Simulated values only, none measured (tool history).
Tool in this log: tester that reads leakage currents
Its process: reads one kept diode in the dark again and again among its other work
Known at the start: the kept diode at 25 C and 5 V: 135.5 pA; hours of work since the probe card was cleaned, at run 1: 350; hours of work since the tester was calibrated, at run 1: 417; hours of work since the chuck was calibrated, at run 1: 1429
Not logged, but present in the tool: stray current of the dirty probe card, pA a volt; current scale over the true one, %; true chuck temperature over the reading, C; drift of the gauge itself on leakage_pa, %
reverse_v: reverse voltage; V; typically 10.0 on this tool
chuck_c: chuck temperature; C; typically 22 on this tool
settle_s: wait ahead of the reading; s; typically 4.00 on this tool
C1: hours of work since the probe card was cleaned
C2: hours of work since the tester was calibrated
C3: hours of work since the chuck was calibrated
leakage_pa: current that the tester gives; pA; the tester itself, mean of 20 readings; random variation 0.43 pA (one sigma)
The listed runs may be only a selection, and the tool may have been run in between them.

run 1 hour=0.0 | reverse_v=10.0 chuck_c=22 settle_s=4.00 | C1=350 C2=417 C3=1429 | leakage_pa=134.93
run 2 hour=32.9 | reverse_v=10.0 chuck_c=22 settle_s=4.00 | C1=376 C2=443 C3=1455 | leakage_pa=135.27
run 3 hour=75.8 | reverse_v=10.0 chuck_c=22 settle_s=4.00 | C1=410 C2=477 C3=1489 | leakage_pa=135.97
run 4 hour=135.4 | reverse_v=10.0 chuck_c=22 settle_s=4.00 | C1=457 C2=525 C3=1536 | leakage_pa=135.24
run 5 hour=178.2 | reverse_v=10.0 chuck_c=22 settle_s=4.00 | C1=491 C2=559 C3=1570 | leakage_pa=134.87
run 6 hour=230.7 | reverse_v=10.0 chuck_c=22 settle_s=4.00 | C1=533 C2=600 C3=1611 | leakage_pa=134.85
run 7 hour=257.9 | reverse_v=10.0 chuck_c=38 settle_s=4.00 | C1=554 C2=622 C3=1633 | leakage_pa=512.79
run 8 hour=291.4 | reverse_v=10.0 chuck_c=22 settle_s=4.00 | C1=581 C2=648 C3=1659 | leakage_pa=134.97
-- hour=298.2 chuck's temperature calibrated
run 9 hour=344.4 | reverse_v=10.0 chuck_c=22 settle_s=4.00 | C1=621 C2=689 C3=37 | leakage_pa=133.73
run 10 hour=375.3 | reverse_v=10.0 chuck_c=22 settle_s=4.00 | C1=646 C2=713 C3=61 | leakage_pa=132.40
run 11 hour=410.1 | reverse_v=1.2 chuck_c=22 settle_s=4.00 | C1=673 C2=741 C3=89 | leakage_pa=50.92
run 12 hour=437.2 | reverse_v=1.2 chuck_c=22 settle_s=4.00 | C1=695 C2=762 C3=110 | leakage_pa=51.00
run 13 hour=462.9 | reverse_v=1.2 chuck_c=22 settle_s=4.00 | C1=715 C2=783 C3=130 | leakage_pa=50.86
run 14 hour=498.6 | reverse_v=1.2 chuck_c=49 settle_s=1.46 | C1=743 C2=811 C3=159 | leakage_pa=459.49
run 15 hour=541.6 | reverse_v=2.8 chuck_c=49 settle_s=0.34 | C1=777 C2=845 C3=193 | leakage_pa=669.82
run 16 hour=600.5 | reverse_v=5.2 chuck_c=23 settle_s=4.00 | C1=824 C2=892 C3=240 | leakage_pa=107.05

For run 17, what comes out?
-- hour=643.4 chuck's temperature calibrated, once more
run 17 hour=656.9 | reverse_v=5.2 chuck_c=23 settle_s=4.00 | C1=867 C2=935 C3=11 | leakage_pa=?

{"run 17": {"leakage_pa": 116.07}}
Had the tool carried no hidden state, the very same run would have given leakage_pa 115.90 pA.
